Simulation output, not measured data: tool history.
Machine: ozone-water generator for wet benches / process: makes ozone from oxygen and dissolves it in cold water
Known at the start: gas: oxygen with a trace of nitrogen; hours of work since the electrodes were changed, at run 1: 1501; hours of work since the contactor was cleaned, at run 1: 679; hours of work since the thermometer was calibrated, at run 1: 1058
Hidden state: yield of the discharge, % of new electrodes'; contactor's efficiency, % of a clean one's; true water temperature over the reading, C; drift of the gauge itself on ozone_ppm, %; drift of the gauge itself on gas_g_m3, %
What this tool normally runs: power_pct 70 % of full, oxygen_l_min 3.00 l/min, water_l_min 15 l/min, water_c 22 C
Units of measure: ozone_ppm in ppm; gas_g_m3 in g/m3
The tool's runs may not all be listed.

| run | hour | power_pct | oxygen_l_min | water_l_min | water_c | hours of work since the electrodes were changed | hours of work since the contactor was cleaned | hours of work since the thermometer was calibrated | ozone_ppm | gas_g_m3 |
|---|---|---|---|---|---|---|---|---|---|---|
| 1 | 0.0 | 70 | 3.00 | 15 | 22 | 1501 | 679 | 1058 | 18.3 | 181.3 |
| 2 | 62.6 | 68 | 3.00 | 15 | 22 | 1549 | 727 | 1106 | 18.1 | 180.8 |
| 3 | 99.8 | 68 | 3.00 | 15 | 15 | 1577 | 755 | 1135 | 20.0 | 179.2 |
| 4 | 137.3 | 70 | 3.00 | 15 | 22 | 1606 | 784 | 1163 | 18.2 | 183.7 |
| 5 | 212.5 | 70 | 3.00 | 15 | 22 | 1664 | 842 | 1221 | 18.4 | 183.4 |
| 6 | 260.4 | 70 | 3.00 | 15 | 22 | 1701 | 879 | 1258 | 18.4 | 182.8 |
| 7 | 328.1 | 70 | 3.00 | 15 | 22 | 1752 | 930 | 1310 | 18.1 | 183.6 |
| 8 | 371.6 | 70 | 3.00 | 15 | 22 | 1786 | 964 | 1343 | 18.4 | 180.5 |
| 9 | 461.3 | 73 | 3.00 | 15 | 22 | 1855 | 1032 | 1412 | 19.1 | 186.2 |
| 10 | 536.4 | 73 | 3.00 | 15 | 22 | 1912 | 1090 | 1469 | 18.8 | 187.5 |
| 11 | 584.1 | 73 | 3.00 | 15 | 22 | 1949 | 1127 | 1506 | 18.8 | 185.1 |
| 12 | 641.6 | 70 | 2.55 | 15 | 22 | 1993 | 1171 | 1550 | 18.0 | 195.0 |
| 13 | 711.2 | 70 | 1.53 | 11 | 18 | 2046 | 1224 | 1603 | 21.4 | 243.9 |
| 14 | 747.5 | 42 | 3.00 | 18 | 25 | 2074 | 1252 | 1631 | 11.4 | 132.1 |
| 15 | 807.9 | 70 | 2.06 | 15 | 22 | 2120 | 1298 | 1677 | 17.2 | 213.0 |
| 16 | 873.0 | 70 | 2.06 | 24 | 16 | 2170 | 1348 | 1727 | 11.6 | 213.9 |
| 17 | 910.6 | 71 | 3.00 | 15 | 22 | 2199 | 1377 | 1756 | 18.4 | 185.6 |
| 18 | 991.1 | 71 | 3.00 | 15 | 22 | 2261 | 1439 | 1818 | 18.5 | 182.2 |
| 19 | 1080.0 | 43 | 3.00 | 15 | 22 | 2329 | 1507 | 1886 | 13.7 | 135.3 |
| 20 | 1128.1 | 43 | 1.74 | 24 | 16 | 2366 | 1544 | 1923 | 8.0 | 170.8 |
| 21 | 1169.1 | 75 | 1.74 | 15 | 21 | 2397 | 1575 | 1954 | 17.1 | 240.6 |
| 22 | 1242.2 | 70 | 3.02 | 15 | 28 | 2453 | 1631 | 2010 | 16.9 | 180.0 |
| 23 | 1314.0 | 58 | 2.21 | 14 | 28 | 2508 | 1686 | 2065 | 15.3 | 182.2 |
| 24 | 1368.0 | 58 | 2.21 | 14 | 28 | 2549 | 1727 | 2107 | 15.2 | 183.5 |

Consider 3 possible next runs. They are alternatives, not a sequence: every one starts from the tool as it was left by run 24. What does each give?
| A | 1447.4 | 70 | 4.30 | 15 | 22 | 2610 | 1788 | 2167 | ? | ? |
| B | 1447.4 | 70 | 3.00 | 14 | 14 | 2610 | 1788 | 2167 | ? | ? |
| C | 1447.4 | 70 | 4.69 | 13 | 22 | 2610 | 1788 | 2167 | ? | ? |

| run | ozone_ppm | gas_g_m3 |
|---|---|---|
| A | 18.9 | 152.8 |
| B | 21.5 | 180.3 |
| C | 20.8 | 146.1 |
The same runs, with their run-to-run variation unchanged, on a tool lacking any hidden condition would have given:
| run | ozone_ppm | gas_g_m3 |
|---|---|---|
| A | 18.9 | 155.6 |
| B | 21.6 | 183.7 |
| C | 20.8 | 148.8 |
